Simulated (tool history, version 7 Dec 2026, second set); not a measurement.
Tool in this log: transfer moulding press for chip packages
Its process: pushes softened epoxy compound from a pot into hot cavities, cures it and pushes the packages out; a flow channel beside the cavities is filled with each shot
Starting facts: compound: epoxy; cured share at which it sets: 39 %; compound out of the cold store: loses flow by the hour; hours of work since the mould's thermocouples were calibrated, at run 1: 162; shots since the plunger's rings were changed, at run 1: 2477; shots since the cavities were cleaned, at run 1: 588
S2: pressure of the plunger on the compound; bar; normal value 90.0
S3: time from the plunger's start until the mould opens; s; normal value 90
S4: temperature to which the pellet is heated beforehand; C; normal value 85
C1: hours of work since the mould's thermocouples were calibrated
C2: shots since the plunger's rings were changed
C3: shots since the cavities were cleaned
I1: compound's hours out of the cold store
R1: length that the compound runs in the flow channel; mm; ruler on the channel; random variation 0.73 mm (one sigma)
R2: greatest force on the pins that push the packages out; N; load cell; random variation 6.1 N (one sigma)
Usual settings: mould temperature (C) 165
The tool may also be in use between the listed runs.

Run 1, hour 0.0: usual settings; C1 162; C2 2477; C3 588; I1 22.3. Result: R1 679.4 mm, R2 424 N.
Run 2, hour 7.8: usual settings; C1 168; C2 2580; C3 691; I1 13.3. Result: R1 712.7 mm, R2 465 N.
At hour 11.1: plunger's sealing rings changed.
At hour 18.0: cavities cleaned with cleaning compound and waxed.
Run 3, hour 19.6: usual settings but mould temperature (C) 169; C1 174; C2 92; C3 22; I1 41.6. Result: R1 620.1 mm, R2 252 N.
Run 4, hour 34.0: usual settings; C1 184; C2 281; C3 211; I1 22.7. Result: R1 687.8 mm, R2 377 N.
Run 5, hour 47.1: usual settings but mould temperature (C) 158; C1 194; C2 453; C3 383; I1 14.0. Result: R1 738.6 mm, R2 719 N.
Run 6, hour 61.5: usual settings; C1 204; C2 642; C3 572; I1 21.7. Result: R1 689.6 mm, R2 419 N.
Run 7, hour 67.7: usual settings; C1 209; C2 723; C3 653; I1 32.4. Result: R1 654.1 mm, R2 414 N.
Run 8, hour 75.8: usual settings; C1 215; C2 830; C3 760; I1 41.9. Result: R1 625.6 mm, R2 406 N.
At hour 78.5: cavities cleaned with cleaning compound and waxed.
Run 9, hour 85.8: usual settings; C1 221; C2 942; C3 96; I1 9.5. Result: R1 734.0 mm, R2 359 N.
Run 10, hour 97.3: usual settings; C1 230; C2 1093; C3 247; I1 27.0. Result: R1 670.6 mm, R2 365 N.
Run 11, hour 110.0: usual settings; C1 239; C2 1261; C3 415; I1 21.2. Result: R1 688.0 mm, R2 396 N.
Run 12, hour 120.5: usual settings; C1 247; C2 1398; C3 552; I1 27.8. Result: R1 666.9 mm, R2 404 N.
Run 13, hour 128.4: usual settings; C1 252; C2 1502; C3 656; I1 21.4. Result: R1 687.9 mm, R2 422 N.
At hour 139.0: cavities cleaned with cleaning compound and waxed.
Run 14, hour 139.9: usual settings; C1 260; C2 1633; C3 11; I1 13.1. Result: R1 716.4 mm, R2 336 N.
Run 15, hour 152.3: usual settings but S3 111 s; C1 269; C2 1796; C3 174; I1 44.1. Result: R1 613.8 mm, R2 262 N.
Run 16, hour 160.7: usual settings but S3 111 s; C1 275; C2 1907; C3 285; I1 26.8. Result: R1 667.8 mm, R2 280 N.
Run 17, hour 167.3: usual settings but S3 111 s; C1 280; C2 1993; C3 371; I1 12.9. Result: R1 713.8 mm, R2 293 N.
At hour 170.2: mould's thermocouples calibrated.
Run 18, hour 181.5: usual settings but S3 94 s; C1 8; C2 2155; C3 533; I1 13.6. Result: R1 708.7 mm, R2 373 N.
Run 19, hour 190.6: usual settings but S3 94 s; C1 15; C2 2275; C3 653; I1 40.1. Result: R1 623.0 mm, R2 359 N.
At hour 201.7: cavities cleaned with cleaning compound and waxed.
Run 20, hour 202.1: usual settings but S3 94 s; C1 22; C2 2405; C3 5; I1 17.3. Result: R1 695.3 mm, R2 299 N.
Run 21, hour 211.7: usual settings but mould temperature (C) 162; C1 29; C2 2532; C3 132; I1 45.2. Result: R1 614.2 mm, R2 386 N.
At hour 218.4: plunger's sealing rings changed.
Run 22, hour 226.9: usual settings but mould temperature (C) 162, S2 87.4 bar; C1 39; C2 112; C3 299; I1 20.0. Result: R1 697.6 mm, R2 474 N.
At hour 236.6: mould's thermocouples calibrated, once more.
Run 23, hour 239.9: usual settings but mould temperature (C) 162, S2 87.4 bar; C1 2; C2 256; C3 443; I1 31.8. Result: R1 659.3 mm, R2 500 N.
Run 24, hour 246.6: usual settings but mould temperature (C) 162, S2 87.4 bar; C1 7; C2 344; C3 531; I1 41.4. Result: R1 629.0 mm, R2 480 N.
Run 25, hour 256.2: usual settings but mould temperature (C) 169; C1 14; C2 471; C3 658; I1 19.2. Result: R1 692.4 mm, R2 353 N.
At hour 267.0: cavities cleaned with cleaning compound and waxed.
Run 26, hour 270.4: usual settings but mould temperature (C) 168, S2 103.7 bar, S3 121 s, S4 81 C; C1 24; C2 637; C3 44; I1 14.0. Result: R1 765.7 mm, R2 229 N.
Run 27, hour 277.2: usual settings but mould temperature (C) 172, S2 103.7 bar, S3 121 s, S4 90 C; C1 29; C2 727; C3 134; I1 22.8. Result: R1 722.1 mm, R2 234 N.

The next listed run, before its measurement:
Run 28, hour 285.4: usual settings but mould temperature (C) 172, S2 103.7 bar, S3 121 s, S4 90 C; C1 35; C2 834; C3 241; I1 8.5. Result: R1 ?, R2 ?.

R1: 773.7 mm
R2: 259 N
Minus the tool's unlogged condition, the same run would have read R1 779.9 mm, R2 222 N.
